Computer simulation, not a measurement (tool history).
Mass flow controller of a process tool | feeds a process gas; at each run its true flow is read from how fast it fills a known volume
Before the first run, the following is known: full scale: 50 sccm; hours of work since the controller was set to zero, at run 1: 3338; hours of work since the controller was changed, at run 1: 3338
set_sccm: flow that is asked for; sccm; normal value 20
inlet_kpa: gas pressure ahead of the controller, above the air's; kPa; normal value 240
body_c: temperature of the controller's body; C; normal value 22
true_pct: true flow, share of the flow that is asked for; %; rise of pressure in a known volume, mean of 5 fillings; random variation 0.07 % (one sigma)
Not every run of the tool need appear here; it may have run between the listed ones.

| run | day | set_sccm | inlet_kpa | body_c | hours of work since the controller was set to zero | hours of work since the controller was changed | true_pct |
|---|---|---|---|---|---|---|---|
| 1 | 0 | 20 | 240 | 22 | 3338 | 3338 | 98.83 |
| 2 | 5.029 | 20 | 240 | 22 | 3388 | 3388 | 98.8 |
| 3 | 10.325 | 20 | 240 | 22 | 3441 | 3441 | 98.74 |
| 4 | 13.988 | 20 | 240 | 22 | 3477 | 3477 | 98.62 |
| 5 | 19.062 | 30 | 240 | 22 | 3528 | 3528 | 99.07 |
| 6 | 23.596 | 30 | 240 | 22 | 3573 | 3573 | 99.06 |
| 7 | 27.962 | 30 | 240 | 22 | 3616 | 3616 | 98.83 |
| 8 | 34.908 | 5 | 240 | 22 | 3685 | 3685 | 97.72 |
| 9 | 41.25 | 5 | 240 | 22 | 3748 | 3748 | 97.83 |
| 10 | 46.183 | 20 | 240 | 22 | 3797 | 3797 | 98.32 |
| 11 | 54.521 | 20 | 240 | 22 | 3880 | 3880 | 98.21 |
| 12 | 59.308 | 20 | 225 | 22 | 3928 | 3928 | 98.25 |
| 13 | 63.696 | 28 | 240 | 22 | 3972 | 3972 | 98.55 |
| 14 | 68.458 | 28 | 240 | 22 | 4019 | 4019 | 98.35 |
| 15 | 72.729 | 48 | 240 | 22 | 4062 | 4062 | 99.22 |
| 16 | 77.4 | 48 | 240 | 22 | 4108 | 4108 | 99.18 |
| 17 | 82.917 | 48 | 240 | 22 | 4163 | 4163 | 99.2 |
| 18 | 91.225 | 48 | 240 | 22 | 4246 | 4246 | 99.1 |
| 19 | 99.012 | 48 | 240 | 22 | 4323 | 4323 | 98.97 |
| 20 | 103.242 | 48 | 240 | 22 | 4365 | 4365 | 98.88 |
| 21 | 109.304 | 48 | 240 | 22 | 4426 | 4426 | 98.89 |
| 22 | 113.254 | 20 | 240 | 34 | 4465 | 4465 | 96.55 |
| 23 | 120.9 | 11 | 240 | 37 | 4541 | 4541 | 95.94 |
| 24 | 126.246 | 11 | 240 | 37 | 4594 | 4594 | 95.83 |
| 25 | 133.075 | 11 | 240 | 37 | 4662 | 4662 | 95.71 |
| 26 | 138.096 | 7 | 237 | 40 | 4712 | 4712 | 95.3 |
| 27 | 142.525 | 20 | 194 | 25 | 4756 | 4756 | 96.94 |
| 28 | 150.925 | 20 | 194 | 25 | 4840 | 4840 | 97.01 |
| 29 | 156.679 | 12 | 218 | 22 | 4897 | 4897 | 96.82 |
| 30 | 164.129 | 7 | 240 | 22 | 4971 | 4971 | 96.42 |
| 31 | 168.904 | 21 | 240 | 20 | 5019 | 5019 | 97.16 |
| 32 | 173.879 | 21 | 240 | 20 | 5068 | 5068 | 97.03 |
| 33 | 181.438 | 6 | 250 | 22 | 5143 | 5143 | 96.15 |
| 34 | 185.896 | 20 | 266 | 23 | 5188 | 5188 | 96.64 |
| 35 | 194.083 | 20 | 266 | 23 | 5269 | 5269 | 96.56 |
| 36 | 200.071 | 20 | 266 | 23 | 5329 | 5329 | 96.4 |
| 37 | 204.146 | 20 | 173 | 39 | 5369 | 5369 | 95.33 |
| 38 | 208.3 | 20 | 164 | 27 | 5411 | 5411 | 96.28 |
| 39 | 214.875 | 18 | 164 | 27 | 5476 | 5476 | 96.02 |
| 40 | 218.846 | 42 | 240 | 33 | 5516 | 5516 | 96.51 |
|  | 222.692 | gauge calibrated |
| 41 | 223.796 | 8 | 255 | 22 | 5565 | 5565 | 98.2 |
|  | 228.796 | controller's zero set anew |
| 42 | 231.65 | 7 | 223 | 23 | 28 | 5643 | 98.04 |

Selected run-to-run steps in true_pct, each split into two signed amounts: the part the tool would show with no hidden state at all (from settings, incoming material and random variation), and the remainder, which goes to the hidden state together with any gauge scatter not common to the measured and the hidden-state-free results:
Hidden state at play: flow at rest that the sensor doesn't see, % of full scale; true flow over the shown one, %; drift of the gauge itself on true_pct, %.
Run 7 -> 8: set_sccm 30 -> 5. true_pct -1.11 %: hidden state -0.1, all else -1.01.
Run 17 -> 18: no setting touched and nothing written in the log between the runs. true_pct -0.1 %: hidden state -0.1, all else +0.
Run 21 -> 22: set_sccm 48 -> 20, body_c 22 -> 34. true_pct -2.34 %: hidden state -0.02, all else -2.32.
Run 26 -> 27: set_sccm 7 -> 20, inlet_kpa 237 -> 194, body_c 40 -> 25. true_pct +1.64 %: hidden state -0.07, all else +1.71.
Run 40 -> 41: set_sccm 42 -> 8, inlet_kpa 240 -> 255, body_c 33 -> 22, gauge calibrated. true_pct +1.69 %: hidden state +2.37, all else -0.68.
